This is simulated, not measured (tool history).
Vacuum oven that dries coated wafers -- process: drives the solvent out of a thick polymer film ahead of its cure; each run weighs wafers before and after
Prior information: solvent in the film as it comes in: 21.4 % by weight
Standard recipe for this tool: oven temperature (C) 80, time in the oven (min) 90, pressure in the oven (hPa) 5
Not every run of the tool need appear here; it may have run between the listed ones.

run,day,oven temperature (C),time in the oven (min),pressure in the oven (hPa),solvent left in the film (%)
1,0.000,80,90,5,4.86
2,2.033,80,55,5,8.04
3,4.508,80,90,5,4.72
4,6.088,80,90,5,4.92
5,8.692,80,90,5,4.84
6,10.921,80,90,5,4.84
7,12.358,80,90,5,4.85
8,14.900,80,90,5,4.99

Run 9 is up next; what results do you expect?
9,17.817,80,90,5,?

{"run 9": {"solvent left in the film (%)": 4.84}}
If the tool had no hidden condition, the same run with the same run-to-run variation would have returned solvent left in the film (%) 4.85.
